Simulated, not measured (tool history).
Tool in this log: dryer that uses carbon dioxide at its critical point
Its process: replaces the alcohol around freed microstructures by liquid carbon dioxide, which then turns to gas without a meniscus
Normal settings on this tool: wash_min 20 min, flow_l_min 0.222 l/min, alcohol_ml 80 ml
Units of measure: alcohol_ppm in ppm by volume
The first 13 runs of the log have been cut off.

run     day  wash_min  flow_l_min  alcohol_ml  hours of work since the filter was changed  hours of work since the purifier's bed was changed  alcohol_ppm
 14   6.204        18       0.222          80                                         107                                                 183          397
 15   6.621        20       0.222          80                                         111                                                 187          235
 16   7.050        20       0.222          80                                         115                                                 191          238
 17   7.800        12       0.222          80                                         123                                                 199         2623
 18   8.467        20       0.222          80                                         129                                                 205          251
 19   9.058        20       0.222          80                                         135                                                 211          244
 20   9.525        32       0.222          80                                         140                                                 216           84
 21  10.296        32       0.222          80                                         147                                                 223           91
 22  11.071        17       0.222          80                                         155                                                 231          597
 23  11.508        17       0.222          80                                         159                                                 235          593
 24  12.162        22       0.362          96                                         166                                                 242           99
 25  12.921        20       0.222          35                                         173                                                 249          172
 26  13.529        20       0.244          88                                         179                                                 255          207
 27  14.175        20       0.222          62                                         186                                                 262          246

What will run 28 give?
 28  14.517        20       0.222          62                                         189                                                 265            ?

Run 28 measured alcohol_ppm 248 ppm by volume.
Had the tool carried no hidden state, the very same run would have given alcohol_ppm 90 ppm by volume.
